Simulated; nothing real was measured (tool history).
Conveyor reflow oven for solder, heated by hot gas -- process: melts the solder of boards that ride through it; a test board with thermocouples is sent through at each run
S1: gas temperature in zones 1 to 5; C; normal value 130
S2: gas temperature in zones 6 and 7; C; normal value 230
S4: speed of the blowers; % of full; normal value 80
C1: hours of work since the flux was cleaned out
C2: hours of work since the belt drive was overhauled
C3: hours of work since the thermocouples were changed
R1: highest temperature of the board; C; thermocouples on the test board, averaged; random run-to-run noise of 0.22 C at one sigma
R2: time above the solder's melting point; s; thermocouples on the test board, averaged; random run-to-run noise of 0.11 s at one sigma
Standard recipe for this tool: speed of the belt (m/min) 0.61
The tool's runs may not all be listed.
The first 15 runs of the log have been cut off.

{"run": 16, "day": 13.946, "S1": 130, "S2": 230, "speed of the belt (m/min)": 0.61, "S4": 67, "C1": 74, "C2": 876, "C3": 258, "R1": 209.3, "R2": 37.1}
{"run": 17, "day": 14.492, "S1": 135, "S2": 221, "speed of the belt (m/min)": 0.634, "S4": 59, "C1": 84, "C2": 886, "C3": 268, "R1": 199.7, "R2": 27.1}
{"run": 18, "day": 15.633, "S1": 130, "S2": 231, "speed of the belt (m/min)": 0.61, "S4": 81, "C1": 105, "C2": 907, "C3": 288, "R1": 213.6, "R2": 40.4}
{"run": 19, "day": 16.7, "S1": 130, "S2": 231, "speed of the belt (m/min)": 0.61, "S4": 81, "C1": 125, "C2": 926, "C3": 308, "R1": 213.5, "R2": 40.2}
{"run": 20, "day": 17.575, "S1": 121, "S2": 231, "speed of the belt (m/min)": 0.61, "S4": 57, "C1": 140, "C2": 942, "C3": 324, "R1": 205, "R2": 30.5}
{"run": 21, "day": 18.788, "S1": 117, "S2": 220, "speed of the belt (m/min)": 0.61, "S4": 80, "C1": 163, "C2": 964, "C3": 346, "R1": 200.9, "R2": 27.7}
{"run": 22, "day": 19.971, "S1": 117, "S2": 220, "speed of the belt (m/min)": 0.61, "S4": 80, "C1": 184, "C2": 986, "C3": 368, "R1": 201.1, "R2": 27.2}
{"day": 21.112, "done": "flux residue cleaned out of gas plates and filters"}
{"run": 23, "day": 21.254, "S1": 117, "S2": 220, "speed of the belt (m/min)": 0.61, "S4": 80, "C1": 3, "C2": 1006, "C3": 387, "R1": 201.8, "R2": 28.3}
{"run": 24, "day": 22.558, "S1": 117, "S2": 220, "speed of the belt (m/min)": 0.61, "S4": 80, "C1": 26, "C2": 1029, "C3": 411, "R1": 201.7, "R2": 28.1}
{"run": 25, "day": 23.804, "S1": 130, "S2": 230, "speed of the belt (m/min)": 0.594, "S4": 80, "C1": 49, "C2": 1052, "C3": 434, "R1": 213.2, "R2": 41.5}
{"run": 26, "day": 24.962, "S1": 130, "S2": 230, "speed of the belt (m/min)": 0.593, "S4": 83, "C1": 70, "C2": 1073, "C3": 455, "R1": 213.2, "R2": 42}
{"run": 27, "day": 25.933, "S1": 130, "S2": 230, "speed of the belt (m/min)": 0.593, "S4": 83, "C1": 88, "C2": 1091, "C3": 473, "R1": 213.3, "R2": 41.9}
{"run": 28, "day": 26.933, "S1": 130, "S2": 230, "speed of the belt (m/min)": 0.685, "S4": 70, "C1": 106, "C2": 1109, "C3": 491, "R1": 205.5, "R2": 29.3}
{"run": 29, "day": 27.538, "S1": 130, "S2": 244, "speed of the belt (m/min)": 0.535, "S4": 62, "C1": 117, "C2": 1120, "C3": 502, "R1": 224.1, "R2": 53.2}
{"run": 30, "day": 28.508, "S1": 130, "S2": 243, "speed of the belt (m/min)": 0.61, "S4": 80, "C1": 135, "C2": 1138, "C3": 520, "R1": 222.3, "R2": 46.2}

Each row is a separate what-if for the run after 30, all from the same tool condition, not one after another. Results?
{"run": "A", "day": 29.129, "S1": 130, "S2": 243, "speed of the belt (m/min)": 0.61, "S4": 84, "C1": 146, "C2": 1149, "C3": 531, "R1": "?", "R2": "?"}
{"run": "B", "day": 29.129, "S1": 123, "S2": 238, "speed of the belt (m/min)": 0.727, "S4": 80, "C1": 146, "C2": 1149, "C3": 531, "R1": "?", "R2": "?"}
{"run": "C", "day": 29.129, "S1": 130, "S2": 243, "speed of the belt (m/min)": 0.71, "S4": 80, "C1": 146, "C2": 1149, "C3": 531, "R1": "?", "R2": "?"}
{"run": "D", "day": 29.129, "S1": 130, "S2": 243, "speed of the belt (m/min)": 0.61, "S4": 81, "C1": 146, "C2": 1149, "C3": 531, "R1": "?", "R2": "?"}
{"run": "E", "day": 29.129, "S1": 138, "S2": 230, "speed of the belt (m/min)": 0.61, "S4": 72, "C1": 146, "C2": 1149, "C3": 531, "R1": "?", "R2": "?"}

run=A R1=223.7 R2=46.2
run=B R1=210 R2=29.7
run=C R1=217.1 R2=35.9
run=D R1=223.1 R2=46.3
run=E R1=211.7 R2=41
With no hidden state in the tool, these same runs would have given:
run=A R1=225.3 R2=46.2
run=B R1=211.6 R2=30.2
run=C R1=218.7 R2=36.1
run=D R1=224.7 R2=46.2
run=E R1=213.2 R2=41.3

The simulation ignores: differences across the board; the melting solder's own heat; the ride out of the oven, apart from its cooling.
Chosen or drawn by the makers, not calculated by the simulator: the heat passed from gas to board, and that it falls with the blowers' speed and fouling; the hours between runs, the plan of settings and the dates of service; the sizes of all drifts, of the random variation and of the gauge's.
